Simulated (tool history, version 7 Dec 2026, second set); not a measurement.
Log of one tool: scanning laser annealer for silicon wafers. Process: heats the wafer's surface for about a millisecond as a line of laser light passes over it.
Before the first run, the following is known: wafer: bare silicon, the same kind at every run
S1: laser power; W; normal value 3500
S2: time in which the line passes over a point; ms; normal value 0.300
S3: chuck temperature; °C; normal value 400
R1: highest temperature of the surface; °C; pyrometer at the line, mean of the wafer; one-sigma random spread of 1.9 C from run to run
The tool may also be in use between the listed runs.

run	hour	S1	S2	S3	R1
1	0.0	3500	0.300	400	1180
2	5.3	3500	0.300	384	1162
3	12.6	3500	0.300	370	1149
4	19.0	3500	0.213	370	1015
5	25.6	3500	0.213	382	1026
6	32.0	3500	0.300	400	1178
7	38.4	3500	0.300	400	1179
8	49.9	3500	0.300	400	1175
9	55.4	3500	0.300	400	1178
# hour 59.5: laser's power meter calibrated
# hour 67.2: optics aligned, line set to its width
10	73.7	3500	0.300	400	1187
11	85.6	3500	0.300	400	1188
12	95.2	3500	0.300	400	1191
# hour 103.2: laser's power meter calibrated, once more
13	105.1	3500	0.300	400	1186
14	113.3	3500	0.300	400	1188
15	125.0	3500	0.300	400	1185
16	135.0	3500	0.300	400	1183
17	141.8	3554	0.328	427	1260
18	151.6	3723	0.300	400	1229
19	157.1	3303	0.300	364	1105
20	162.8	3500	0.300	365	1148
21	173.7	2981	0.221	382	948
22	178.8	2981	0.221	382	954
23	189.9	3325	0.221	433	1066
24	196.0	3325	0.221	433	1065
25	203.2	3655	0.223	400	1091
26	211.1	3594	0.223	421	1103
27	222.0	3675	0.379	403	1336
28	233.4	3675	0.379	370	1302
29	240.4	3675	0.379	370	1301
30	250.7	3675	0.379	370	1297
31	256.0	3250	0.300	370	1097

A few steps of R1 between consecutive runs. Split each: what settings, incoming material and random variation would produce without the hidden state, and what is left over for the hidden state, along with gauge scatter present in only one of the two compared results (measured, and without hidden state):
Hidden conditions of the tool in this case: light that passes the window, % of a clean one's; laser's true power over the reading, %; width of the line over the set one, %; drift of the gauge itself on peak_c, C.
Run 3 -> 4: S2 0.300 -> 0.213. R1 -134 °C: hidden state +3, all else -137.
Run 9 -> 10: laser's power meter calibrated, optics aligned, line set to its width. R1 +9 °C: hidden state +11, all else -2.
Run 20 -> 21: S1 3500 -> 2981, S2 0.300 -> 0.221, S3 365 -> 382. R1 -200 °C: hidden state +2, all else -202.
Run 26 -> 27: S1 3594 -> 3675, S2 0.223 -> 0.379, S3 421 -> 403. R1 +233 °C: hidden state -4, all else +237.
Run 30 -> 31: S1 3675 -> 3250, S2 0.379 -> 0.300. R1 -200 °C: hidden state +3, all else -203.
